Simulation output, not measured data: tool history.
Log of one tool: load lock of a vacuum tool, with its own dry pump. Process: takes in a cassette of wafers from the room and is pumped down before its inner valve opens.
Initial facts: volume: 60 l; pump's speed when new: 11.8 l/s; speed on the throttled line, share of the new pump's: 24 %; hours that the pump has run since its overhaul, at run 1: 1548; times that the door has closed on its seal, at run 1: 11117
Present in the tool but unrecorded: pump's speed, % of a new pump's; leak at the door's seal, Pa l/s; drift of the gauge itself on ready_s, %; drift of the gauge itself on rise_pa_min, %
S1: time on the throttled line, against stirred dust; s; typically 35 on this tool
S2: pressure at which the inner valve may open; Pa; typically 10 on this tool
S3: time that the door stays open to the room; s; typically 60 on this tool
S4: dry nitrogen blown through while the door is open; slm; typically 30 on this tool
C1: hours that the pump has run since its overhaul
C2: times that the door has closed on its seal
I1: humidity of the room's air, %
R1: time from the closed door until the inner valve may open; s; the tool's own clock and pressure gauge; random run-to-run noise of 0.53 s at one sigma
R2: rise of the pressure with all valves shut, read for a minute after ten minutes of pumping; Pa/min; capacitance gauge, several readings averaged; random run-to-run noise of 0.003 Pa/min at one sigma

run      day  S1  S2   S3  S4    C1     C2    I1    R1     R2
  1    0.000  35  10   60  30  1548  11117  47.2  74.8  0.072
  2    8.496  35  10   60  30  1752  11420  45.0  73.9  0.081
  3   16.258  35  10   60  30  1938  11696  44.6  74.5  0.079
  4   23.442  35  10   60  30  2110  11952  44.9  74.6  0.085
  5   29.517  35  10   60  30  2256  12168  42.5  75.0  0.078
  6   40.500  35  10   60  30  2520  12559  47.6  75.3  0.084
  7   52.388  35  10   60  30  2805  12982  46.4  75.1  0.082
  8   61.162  35  10   60  30  3016  13295  44.1  73.5  0.088
  9   75.650  39  10   60  30  3363  13811  44.5  78.1  0.089
 10   90.188  39  10   60  30  3712  14328  46.1  77.8  0.088
 11  101.867  39  10  134  30  3992  14744  48.1  78.7  0.114
 12  112.821  39  10  134  30  4255  15134  44.0  78.7  0.108
 13  121.946  35  10   60  28  4474  15459  45.1  76.3  0.101
 14  130.646  35  10   42  28  4683  15769  47.7  75.5  0.111
 15  136.788  35  10   42   7  4831  15987  49.2  75.4  0.132
 16  144.812  35  10   42   7  5023  16273  43.1  75.1  0.121
 17  158.796  35  11   42   7  5359  16771  46.6  75.4  0.127
 18  165.067  35  10   60  30  5509  16994  43.8  75.9  0.113
 19  171.388  52  10   60  25  5661  17219  46.9  88.6  0.115
 20  179.967  52  10   60  25  5867  17525  44.3  90.3  0.118
 21  190.904  52  11   60   8  6129  17914  43.5  87.8  0.144
 22  205.117  52  11   60  30  6471  18420  47.3  89.3  0.128
 23  212.467  52  11   63  30  6647  18682  42.0  88.2  0.125
 24  226.846  65  11   63  24  6992  19194  45.6  98.7  0.136
 25  232.942  65  11   63  24  7138  19411  40.7  97.9  0.131
 26  239.088  35  18   31  20  7286  19630  40.6  73.7  0.134
 27  246.508  19  12   60  30  7464  19894  43.7  63.8  0.139
 28  254.050  35  10   60   7  7645  20162  46.5  76.0  0.163
 29  260.404  35  10  138  29  7797  20388  46.4  77.2  0.150
 30  270.250  35  10  138  29  8034  20739  48.1  77.5  0.156
 31  277.746  35  10  138  29  8214  21006  48.6  76.7  0.152
 32  285.717  43  10   51  37  8405  21290  43.0  83.0  0.145
 33  299.046  39  13   67  11  8725  21764  45.5  79.9  0.164
 34  313.071  42   8  148  12  9061  22264  43.4  83.2  0.182
 35  325.154  44  13   60  12  9351  22694  44.8  82.3  0.170
 36  336.296  37  10   88  30  9619  23091  46.0  80.4  0.171

Here are 3 independent what-if runs from the current tool condition. What would each one return?
  A  350.579  67  10   60  20  9962  23599  45.1   ?   ?
  B  350.579  37  10  168  20  9962  23599  45.8   ?   ?
  C  350.579  41  10   88  30  9962  23599  46.3   ?   ?

run     R1     R2
  A  101.5  0.178
  B   79.7  0.189
  C   81.0  0.173
With the hidden condition removed and each run's random variation left untouched, the same runs would have given:
run    R1     R2
  A  98.4  0.027
  B  75.8  0.040
  C  77.4  0.025
